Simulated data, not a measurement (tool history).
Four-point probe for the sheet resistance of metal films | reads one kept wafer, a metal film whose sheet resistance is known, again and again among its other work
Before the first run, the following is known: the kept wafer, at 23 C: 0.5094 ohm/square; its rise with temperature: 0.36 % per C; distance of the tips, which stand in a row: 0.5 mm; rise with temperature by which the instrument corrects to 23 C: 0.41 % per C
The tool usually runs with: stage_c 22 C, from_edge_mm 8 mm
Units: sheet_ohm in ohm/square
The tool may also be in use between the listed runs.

run	hour	stage_c	from_edge_mm	sheet_ohm
1	0	22	8	0.510886
2	14.2	22	8	0.510766
3	26.8	22	8	0.510856
4	38.8	22	8	0.510771
5	47	22	8	0.510795
6	56.2	22	11	0.510108
7	70.3	28	8	0.509347
8	77.6	22	8	0.510566
9	88.4	22	54	0.509547
10	98.3	22	8	0.510779
11	105.7	22	19	0.509686
12	115.3	22	19	0.509812
13	128	22	19	0.509859
14	135.4	22	5	0.512346
15	145.9	22	5	0.512297
16	153.9	22	53	0.509684
17	162.5	22	8	0.510829
18	173.6	22	8	0.510525
19	185.9	22	8	0.510721
20	197.3	22	8	0.51059
21	211.1	22	8	0.510603
22	219.1	22	8	0.510679
23	230.2	22	8	0.510655
24	240.4	19	8	0.511417
25	254.2	19	5	0.512986
26	264.4	34	6	0.508806
27	277.9	34	6	0.508678
28	288	34	6	0.508869
29	300.4	19	13	0.510773
30	314.2	19	13	0.510862
31	323.8	19	13	0.510803
32	337.1	19	13	0.510826
33	343.5	19	13	0.51057
34	350.8	28	14	0.508597
35	359.9	21	17	0.510036
36	366.6	30	17	0.508146
37	374.1	30	17	0.50809
38	381.4	30	17	0.508208
39	390.7	29	18	0.508425
40	398.4	26	7	0.510293
41	406.3	26	15	0.508968
42	418.6	34	8	0.508196
43	433	34	8	0.508111
44	445.4	34	8	0.508088

The next listed run, before its measurement:
45	460.7	34	8	?

sheet_ohm: 0.508183 ohm/square
With the hidden condition absent and the run-to-run variation left alone, this run would have shown sheet_ohm 0.508164 ohm/square.
